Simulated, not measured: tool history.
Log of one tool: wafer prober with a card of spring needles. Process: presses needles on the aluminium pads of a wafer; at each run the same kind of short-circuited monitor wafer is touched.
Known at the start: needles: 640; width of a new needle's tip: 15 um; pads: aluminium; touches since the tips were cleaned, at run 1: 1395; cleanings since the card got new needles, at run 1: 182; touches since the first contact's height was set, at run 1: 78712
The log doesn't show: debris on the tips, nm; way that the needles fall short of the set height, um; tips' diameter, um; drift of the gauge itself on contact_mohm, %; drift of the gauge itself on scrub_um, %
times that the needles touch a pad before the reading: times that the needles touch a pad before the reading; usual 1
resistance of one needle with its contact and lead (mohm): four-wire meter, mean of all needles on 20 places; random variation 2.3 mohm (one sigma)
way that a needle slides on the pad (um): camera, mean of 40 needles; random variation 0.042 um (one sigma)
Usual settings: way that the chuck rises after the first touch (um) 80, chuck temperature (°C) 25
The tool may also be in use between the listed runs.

run   hour  way that the chuck rises after the first touch (um)  chuck temperature (°C)  times that the needles touch a pad before the reading  touches since the tips were cleaned  cleanings since the card got new needles  touches since the first contact's height was set  resistance of one needle with its contact and lead (mohm)  way that a needle slides on the pad (um)
  1    0.0                                                   80                      25                                                      1                                 1395                                       182                                             78712                                                        306                                     12.28
       4.3  -- tips cleaned on abrasive film
      10.0  -- tips cleaned on abrasive film
      17.1  -- tips cleaned on abrasive film
      18.9  -- height of the first contact set anew
      24.6  -- tips cleaned on abrasive film
      31.7  -- tips cleaned on abrasive film
      38.8  -- tips cleaned on abrasive film
      45.9  -- tips cleaned on abrasive film
  2   47.1                                                   80                      25                                                      1                                  608                                       189                                             14210                                                        291                                     12.45
      52.8  -- tips cleaned on abrasive film
      58.6  -- tips cleaned on abrasive film
      65.7  -- tips cleaned on abrasive film
      72.8  -- tips cleaned on abrasive film
      78.5  -- tips cleaned on abrasive film
      84.2  -- tips cleaned on abrasive film
      91.4  -- tips cleaned on abrasive film
      98.5  -- tips cleaned on abrasive film
  3  102.3                                                   80                      25                                                      1                                 1960                                       197                                             41943                                                        336                                     12.45
     105.2  -- tips cleaned on abrasive film
     112.3  -- tips cleaned on abrasive film
     119.5  -- tips cleaned on abrasive film
     126.6  -- tips cleaned on abrasive film
     133.7  -- tips cleaned on abrasive film
     140.8  -- tips cleaned on abrasive film
     148.0  -- tips cleaned on abrasive film
  4  152.6                                                   80                      25                                                      1                                 2384                                       204                                             67235                                                        368                                     12.27
     154.1  -- tips cleaned on abrasive film
     161.3  -- tips cleaned on abrasive film
     167.0  -- tips cleaned on abrasive film
     172.7  -- tips cleaned on abrasive film
     179.8  -- tips cleaned on abrasive film
     186.9  -- tips cleaned on abrasive film
     192.6  -- tips cleaned on abrasive film
     194.4  -- height of the first contact set anew
     200.1  -- tips cleaned on abrasive film
     203.0  -- tips cleaned on abrasive film, once more
  5  206.6                                                   80                      25                                                      1                                 1830                                       213                                              6126                                                        336                                     12.50
     209.5  -- tips cleaned on abrasive film
     215.2  -- tips cleaned on abrasive film
     222.3  -- tips cleaned on abrasive film
     229.4  -- tips cleaned on abrasive film
     236.6  -- tips cleaned on abrasive film
     242.3  -- tips cleaned on abrasive film
     249.4  -- tips cleaned on abrasive film
     256.0  -- tips cleaned on abrasive film
  6  256.0                                                   80                      25                                                      1                                    0                                       221                                             30925                                                        270                                     12.42
     261.7  -- tips cleaned on abrasive film
     267.4  -- tips cleaned on abrasive film
     274.6  -- tips cleaned on abrasive film
     280.3  -- tips cleaned on abrasive film
     287.4  -- tips cleaned on abrasive film
     293.1  -- tips cleaned on abrasive film
  7  293.6                                                   80                      25                                                      1                                  223                                       227                                             49762                                                        283                                     12.33
     299.3  -- tips cleaned on abrasive film
     306.4  -- tips cleaned on abrasive film
     313.5  -- tips cleaned on abrasive film
     319.2  -- tips cleaned on abrasive film
     324.9  -- tips cleaned on abrasive film
     330.7  -- tips cleaned on abrasive film
     336.9  -- tips cleaned on abrasive film
  8  336.9                                                   80                      25                                                      1                                    0                                       234                                             71523                                                        271                                     12.22
     342.7  -- tips cleaned on abrasive film
     349.8  -- tips cleaned on abrasive film
     355.5  -- tips cleaned on abrasive film
     362.6  -- tips cleaned on abrasive film
  9  362.6                                                   80                      25                                                      1                                   12                                       238                                             84423                                                        265                                     12.19
     368.4  -- tips cleaned on abrasive film
     370.1  -- height of the first contact set anew
     375.8  -- tips cleaned on abrasive film
     387.8  -- card fitted with new needles
     395.0  -- tips cleaned on abrasive film
     400.7  -- tips cleaned on abrasive film
 10  405.9                                                   80                      25                                                      1                                 2660                                         2                                              9103                                                        313                                     12.60
     407.4  -- tips cleaned on abrasive film
     414.5  -- tips cleaned on abrasive film
     421.6  -- tips cleaned on abrasive film
     428.8  -- tips cleaned on abrasive film
     435.9  -- tips cleaned on abrasive film
 11  438.8                                                   80                      25                                                      1                                 1484                                         7                                             25620                                                        284                                     12.48
     441.7  -- tips cleaned on abrasive film
     448.8  -- tips cleaned on abrasive film
     454.5  -- tips cleaned on abrasive film
     461.7  -- tips cleaned on abrasive film
 12  462.4                                                   80                      25                                                      1                                  396                                        11                                             37475                                                        270                                     12.44
     468.2  -- tips cleaned on abrasive film
     473.9  -- tips cleaned on abrasive film
     479.6  -- tips cleaned on abrasive film
     485.9  -- tips cleaned on abrasive film
 13  485.9                                                   70                     118                                                      1                                    0                                        15                                             49212                                                        288                                     10.81
     493.0  -- tips cleaned on abrasive film
     500.1  -- tips cleaned on abrasive film
     505.8  -- tips cleaned on abrasive film
     512.9  -- tips cleaned on abrasive film
 14  513.1                                                   94                      43                                                      2                                   82                                        19                                             62896                                                        262                                     14.55
     518.8  -- tips cleaned on abrasive film
     524.5  -- tips cleaned on abrasive film
     531.7  -- tips cleaned on abrasive film
     537.4  -- tips cleaned on abrasive film
     544.5  -- tips cleaned on abrasive film
     551.6  -- tips cleaned on abrasive film
     558.7  -- tips cleaned on abrasive film
     563.2  -- height of the first contact set anew
     564.9  -- tips cleaned on abrasive film
 15  564.9                                                   91                      52                                                      2                                    0                                        27                                               809                                                        266                                     14.26
     572.0  -- tips cleaned on abrasive film
     579.2  -- tips cleaned on abrasive film
     584.9  -- tips cleaned on abrasive film
     590.6  -- tips cleaned on abrasive film
 16  590.8                                                   91                      32                                                      1                                  115                                        31                                             13809                                                        262                                     14.23
     596.6  -- tips cleaned on abrasive film
     603.7  -- tips cleaned on abrasive film
     609.4  -- tips cleaned on abrasive film
     615.1  -- tips cleaned on abrasive film
     622.2  -- tips cleaned on abrasive film
     629.3  -- tips cleaned on abrasive film
     636.5  -- tips cleaned on abrasive film
     643.6  -- tips cleaned on abrasive film
 17  644.1                                                   61                      26                                                      1                                  257                                        39                                             40557                                                        281                                      9.40
     649.8  -- tips cleaned on abrasive film
     656.9  -- tips cleaned on abrasive film
     664.0  -- tips cleaned on abrasive film
     671.2  -- tips cleaned on abrasive film
     678.3  -- tips cleaned on abrasive film
     685.4  -- tips cleaned on abrasive film
     692.5  -- tips cleaned on abrasive film
 18  693.1                                                   61                      26                                                      1                                  266                                        46                                             65162                                                        285                                      9.30
     698.8  -- tips cleaned on abrasive film
     705.9  -- tips cleaned on abrasive film
     711.6  -- tips cleaned on abrasive film
     718.7  -- tips cleaned on abrasive film
     725.8  -- tips cleaned on abrasive film
     731.6  -- tips cleaned on abrasive film
     738.7  -- tips cleaned on abrasive film
     739.0  -- height of the first contact set anew
     744.7  -- tips cleaned on abrasive film
 19  745.6                                                   61                      26                                                      1                                  437                                        54                                              3301                                                        291                                      9.57
     751.3  -- tips cleaned on abrasive film
     758.4  -- tips cleaned on abrasive film
     764.1  -- tips cleaned on abrasive film
     769.8  -- tips cleaned on abrasive film
 20  774.6                                                   61                      26                                                      1                                 2433                                        58                                             17904                                                        350                                      9.48
     776.1  -- tips cleaned on abrasive film
     781.8  -- tips cleaned on abrasive film
     787.5  -- tips cleaned on abrasive film
     794.7  -- tips cleaned on abrasive film
     800.4  -- tips cleaned on abrasive film
     807.5  -- tips cleaned on abrasive film
     813.2  -- tips cleaned on abrasive film
 21  814.5                                                   79                      58                                                      1                                  640                                        65                                             37872                                                        283                                     12.29
     820.2  -- tips cleaned on abrasive film
     825.9  -- tips cleaned on abrasive film
     833.0  -- tips cleaned on abrasive film
     838.7  -- tips cleaned on abrasive film
     845.9  -- tips cleaned on abrasive film
     851.6  -- tips cleaned on abrasive film
     858.7  -- tips cleaned on abrasive film
 22  861.3                                                   79                      58                                                      1                                 1322                                        72                                             61386                                                        306                                     12.19
     865.6  -- tips cleaned on abrasive film
     871.3  -- tips cleaned on abrasive film
     878.4  -- tips cleaned on abrasive film
 23  883.6                                                   79                      58                                                      1                                 2630                                        75                                             72608                                                        332                                     12.14

3 ways to go on from here, each from the tool as it stands after run 23. What would each give?
     885.1  -- tips cleaned on abrasive film
     890.8  -- tips cleaned on abrasive film
     896.5  -- tips cleaned on abrasive film
     903.7  -- tips cleaned on abrasive film
     909.4  -- tips cleaned on abrasive film
     915.3  -- height of the first contact set anew
     916.8  -- tips cleaned on abrasive film
     922.5  -- tips cleaned on abrasive film
  A  927.0                                                   80                      74                                                      1                                 2296                                        82                                              5876                                                          ?                                         ?
     885.1  -- tips cleaned on abrasive film
     890.8  -- tips cleaned on abrasive film
     896.5  -- tips cleaned on abrasive film
     903.7  -- tips cleaned on abrasive film
     909.4  -- tips cleaned on abrasive film
     915.3  -- height of the first contact set anew
     916.8  -- tips cleaned on abrasive film
     922.5  -- tips cleaned on abrasive film
  B  927.0                                                   79                      65                                                      1                                 2296                                        82                                              5876                                                          ?                                         ?
     885.1  -- tips cleaned on abrasive film
     890.8  -- tips cleaned on abrasive film
     896.5  -- tips cleaned on abrasive film
     903.7  -- tips cleaned on abrasive film
     909.4  -- tips cleaned on abrasive film
     915.3  -- height of the first contact set anew
     916.8  -- tips cleaned on abrasive film
     922.5  -- tips cleaned on abrasive film
  C  927.0                                                   80                      49                                                      1                                 2296                                        82                                              5876                                                          ?                                         ?

run  resistance of one needle with its contact and lead (mohm)  way that a needle slides on the pad (um)
  A                                                        324                                     12.49
  B                                                        325                                     12.34
  C                                                        322                                     12.54
Without the tool's hidden state the same runs would have given:
run  resistance of one needle with its contact and lead (mohm)  way that a needle slides on the pad (um)
  A                                                        268                                     12.51
  B                                                        267                                     12.36
  C                                                        264                                     12.56

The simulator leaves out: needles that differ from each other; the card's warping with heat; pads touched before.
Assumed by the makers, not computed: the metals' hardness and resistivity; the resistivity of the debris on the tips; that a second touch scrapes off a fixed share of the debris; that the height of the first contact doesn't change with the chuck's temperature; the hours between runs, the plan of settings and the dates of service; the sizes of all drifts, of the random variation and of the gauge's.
